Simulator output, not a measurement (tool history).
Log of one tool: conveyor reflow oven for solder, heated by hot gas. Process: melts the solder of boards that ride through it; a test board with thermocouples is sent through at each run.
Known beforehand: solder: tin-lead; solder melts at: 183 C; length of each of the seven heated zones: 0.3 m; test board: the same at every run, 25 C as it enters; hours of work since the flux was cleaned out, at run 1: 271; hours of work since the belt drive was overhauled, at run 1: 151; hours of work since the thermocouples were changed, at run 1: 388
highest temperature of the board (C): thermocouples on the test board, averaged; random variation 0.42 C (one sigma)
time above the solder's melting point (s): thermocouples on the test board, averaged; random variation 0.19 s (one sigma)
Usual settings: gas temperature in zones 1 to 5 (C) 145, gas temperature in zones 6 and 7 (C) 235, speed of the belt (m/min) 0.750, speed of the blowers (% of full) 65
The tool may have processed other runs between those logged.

run,hour,gas temperature in zones 1 to 5 (C),gas temperature in zones 6 and 7 (C),speed of the belt (m/min),speed of the blowers (% of full),hours of work since the flux was cleaned out,hours of work since the belt drive was overhauled,hours of work since the thermocouples were changed,highest temperature of the board (C),time above the solder's melting point (s)
1,0.0,145,235,0.750,65,271,151,388,215.9,37.1
2,7.2,143,235,0.750,65,275,155,392,215.4,36.6
3,13.7,143,235,0.750,65,278,159,395,215.1,36.1
4,23.4,143,245,0.750,65,283,164,400,224.2,40.0
5,28.6,145,235,0.750,65,286,167,403,217.0,37.1
6,33.3,145,235,0.750,65,289,169,406,215.7,37.1
7,39.9,145,235,0.750,65,292,173,409,216.0,36.6
8,45.6,145,235,0.750,65,295,176,412,216.9,36.8
9,53.5,145,235,0.750,65,300,180,417,215.7,37.1
10,64.4,145,235,0.829,65,306,186,423,212.3,31.0
11,75.8,145,235,0.829,65,312,192,429,213.5,31.2
12,81.4,145,235,0.750,65,315,195,432,216.0,36.8
13,92.7,145,235,0.750,65,321,202,438,214.7,36.7
14,101.9,145,235,0.750,65,326,207,443,216.9,36.7
15,108.0,145,235,0.750,65,329,210,446,215.5,36.7
16,116.3,145,235,0.750,65,334,214,451,216.0,36.8
17,126.5,133,245,0.829,65,339,220,456,217.3,31.1
18,132.4,145,247,0.750,52,342,223,459,222.3,39.4
19,138.3,145,246,0.827,59,346,226,463,218.6,34.3
20,143.1,137,227,0.749,89,348,229,465,211.9,33.5
21,149.3,137,227,0.749,89,351,232,469,211.4,33.7
22,159.4,152,231,0.750,65,357,238,474,213.4,37.8
23,166.4,148,246,0.850,60,361,241,478,219.9,34.2
24,171.5,145,243,0.672,65,363,244,481,225.6,46.2
25,178.3,145,243,0.738,63,367,248,484,222.2,40.1
26,186.4,145,243,0.738,63,372,252,489,222.4,40.5
27,196.6,145,243,0.738,63,377,258,494,222.2,40.2
28,201.8,145,243,0.738,56,380,261,497,220.7,39.5
29,210.9,155,223,0.750,63,385,266,502,207.7,34.7
30,217.0,146,240,0.678,70,388,269,505,223.8,45.2
31,223.3,130,240,0.652,65,391,272,509,220.8,42.0
# hour 231.1: flux residue cleaned out of gas plates and filters
32,237.9,134,226,0.836,71,4,277,514,206.0,25.2

Subtracting, for every run, the result it would have given without the tool's unlogged condition from the measured result gives the following. The same run-to-run variation enters both numbers; the gauge's scatter may not:
What the log doesn't record here: heat that the gas passes to the board, % of a clean oven's; belt's true speed, % of the reading; true gas temperature in zones 6 and 7 over the reading, C; drift of the gauge itself on peak_c, C; drift of the gauge itself on liquid_s, %.
run,highest temperature of the board (C),time above the solder's melting point (s)
1,-2.3,-1.1
2,-2.4,-1.2
3,-2.4,-1.2
4,-2.6,-1.0
5,-2.5,-1.2
6,-2.5,-1.2
7,-2.5,-1.2
8,-2.5,-1.2
9,-2.6,-1.2
10,-2.7,-1.5
11,-2.8,-1.5
12,-2.7,-1.3
13,-2.7,-1.3
14,-2.7,-1.4
15,-2.8,-1.3
16,-2.9,-1.4
17,-3.4,-1.5
18,-2.8,-1.1
19,-3.2,-1.3
20,-3.1,-1.8
21,-3.1,-1.8
22,-2.9,-1.4
23,-3.3,-1.3
24,-3.0,-1.0
25,-3.1,-1.2
26,-3.2,-1.2
27,-3.3,-1.2
28,-3.2,-1.3
29,-2.8,-1.9
30,-3.2,-1.1
31,-3.4,-1.6
32,-1.2,-0.6

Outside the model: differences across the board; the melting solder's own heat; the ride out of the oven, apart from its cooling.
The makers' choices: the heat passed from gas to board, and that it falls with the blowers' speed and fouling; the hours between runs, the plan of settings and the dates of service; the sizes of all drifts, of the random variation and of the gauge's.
